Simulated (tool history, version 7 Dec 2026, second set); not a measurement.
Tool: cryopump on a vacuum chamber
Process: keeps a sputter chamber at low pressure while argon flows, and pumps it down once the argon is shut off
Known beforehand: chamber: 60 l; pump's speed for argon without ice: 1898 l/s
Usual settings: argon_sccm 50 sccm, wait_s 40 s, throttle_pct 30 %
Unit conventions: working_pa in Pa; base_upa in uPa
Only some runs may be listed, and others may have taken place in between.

run,hour,argon_sccm,wait_s,throttle_pct,working_pa,base_upa
1,0.0,50,40,30,0.1514,2.24
2,58.3,50,40,30,0.1515,2.33
3,109.0,50,40,30,0.1522,2.39
4,204.8,50,40,30,0.1519,2.38
5,306.2,50,40,30,0.1532,2.40
6,367.1,50,40,21,0.2164,2.51
7,430.9,50,40,30,0.1538,2.45
8,498.4,50,40,30,0.1558,2.48
9,599.4,50,40,30,0.1570,2.58
10,704.7,50,40,30,0.1568,2.59
11,809.7,50,40,30,0.1590,2.65
12,894.9,50,40,30,0.1595,2.69
13,963.0,49,106,30,0.1586,1.66
14,1013.1,64,129,59,0.1124,1.61
15,1130.6,22,34,49,0.0460,3.11
16,1245.7,22,34,49,0.0465,3.18
17,1352.9,22,34,49,0.0471,3.23
18,1405.6,22,34,49,0.0472,3.31
19,1486.5,99,40,30,0.2948,2.78
20,1557.8,50,94,28,0.1604,1.74
21,1631.3,50,94,28,0.1595,1.73
22,1722.5,50,94,28,0.1610,1.81
23,1794.3,42,40,35,0.1083,2.83

Withheld: 1 entry from between the runs. Position of each, and hidden state at the listed run before versus the listed run after:
In the gap between runs 18 and 19: pump warmed up, emptied and cooled again (hour 1474.7)
  pump's speed, % of a pump's without ice: 72.5 -> 99.8; cold plate's temperature, K: 12.55 -> 12.57; leak into the chamber, uPa l/s: 1743 -> 1783
  the result without the hidden state subtracted from the measured one, working_pa: +0.0077 -> +0.0012 Pa; base_upa: +1.13 -> +0.81 uPa

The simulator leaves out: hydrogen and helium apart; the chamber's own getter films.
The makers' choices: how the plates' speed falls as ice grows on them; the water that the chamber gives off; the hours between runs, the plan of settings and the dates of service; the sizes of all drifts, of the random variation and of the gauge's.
